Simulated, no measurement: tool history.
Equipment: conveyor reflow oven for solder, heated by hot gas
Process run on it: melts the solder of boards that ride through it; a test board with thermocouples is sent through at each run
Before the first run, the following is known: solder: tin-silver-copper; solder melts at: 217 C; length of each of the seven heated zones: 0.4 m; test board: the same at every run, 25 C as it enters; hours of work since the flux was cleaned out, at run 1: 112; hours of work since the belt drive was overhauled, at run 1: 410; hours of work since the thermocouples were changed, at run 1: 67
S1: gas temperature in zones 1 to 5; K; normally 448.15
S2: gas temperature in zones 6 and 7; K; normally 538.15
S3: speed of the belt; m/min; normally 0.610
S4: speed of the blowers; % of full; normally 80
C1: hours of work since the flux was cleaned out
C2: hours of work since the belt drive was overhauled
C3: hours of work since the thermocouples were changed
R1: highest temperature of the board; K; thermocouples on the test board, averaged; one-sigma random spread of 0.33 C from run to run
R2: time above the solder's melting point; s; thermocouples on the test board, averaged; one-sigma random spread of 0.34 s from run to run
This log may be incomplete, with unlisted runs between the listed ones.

run,hour,S1,S2,S3,S4,C1,C2,C3,R1,R2
1,0.0,448.15,538.15,0.610,80,112,410,67,526.05,62.9
2,15.0,448.15,538.15,0.610,80,120,419,76,525.85,61.4
3,28.6,448.15,538.15,0.610,66,128,427,84,523.85,59.1
4,37.0,448.15,538.15,0.610,80,133,431,89,526.25,62.0
5,52.0,448.15,538.15,0.610,80,142,440,97,525.85,61.3
6,65.5,448.15,538.15,0.610,80,150,448,105,526.15,61.8
7,84.3,448.15,538.15,0.610,80,161,459,116,526.35,61.4
8,100.5,448.15,538.15,0.610,80,170,468,125,525.55,61.0
9,111.4,448.15,538.15,0.610,80,176,474,132,526.45,61.4
10,126.8,448.15,538.15,0.610,80,185,483,141,526.25,61.1
11,140.6,448.15,538.15,0.610,80,193,491,149,525.55,61.0
12,159.0,448.15,538.15,0.610,80,204,502,159,525.75,61.5
# hour 165.2: flux residue cleaned out of gas plates and filters
13,181.8,443.15,538.15,0.610,80,10,512,170,524.75,58.1
14,190.6,434.15,538.15,0.613,81,15,517,175,523.35,53.7
# hour 201.3: flux residue cleaned out of gas plates and filters, once more
15,209.1,434.15,538.15,0.613,81,5,525,182,524.85,56.5
16,222.1,461.15,546.15,0.620,81,12,533,190,535.95,71.7
17,235.7,461.15,546.15,0.620,81,20,541,198,536.15,72.0
18,247.0,461.15,546.15,0.620,81,26,547,204,535.95,72.0
19,260.2,460.15,552.15,0.620,82,34,555,212,541.05,73.2
20,270.8,460.15,552.15,0.620,82,40,561,218,541.35,73.4
21,287.9,436.15,538.15,0.508,64,50,571,228,527.95,71.9
22,298.2,439.15,542.15,0.678,79,56,577,234,525.95,52.0
23,309.9,439.15,542.15,0.678,79,63,583,241,525.65,52.0
24,321.2,444.15,541.15,0.498,86,69,590,247,534.45,82.4

Alternative continuations, all from the tool just after run 24; predict every row:
A,334.1,448.15,552.15,0.610,80,77,597,255,?,?
B,334.1,450.15,538.15,0.681,70,77,597,255,?,?
C,334.1,448.15,541.15,0.610,80,77,597,255,?,?
D,334.1,459.15,538.15,0.685,61,77,597,255,?,?

run,R1,R2
A,539.75,70.6
B,522.55,51.8
C,529.45,63.9
D,521.95,54.3
The same runs, with their run-to-run variation unchanged, on a tool lacking any hidden condition would have given:
run,R1,R2
A,539.55,69.3
B,522.35,50.7
C,529.25,62.7
D,521.65,53.1

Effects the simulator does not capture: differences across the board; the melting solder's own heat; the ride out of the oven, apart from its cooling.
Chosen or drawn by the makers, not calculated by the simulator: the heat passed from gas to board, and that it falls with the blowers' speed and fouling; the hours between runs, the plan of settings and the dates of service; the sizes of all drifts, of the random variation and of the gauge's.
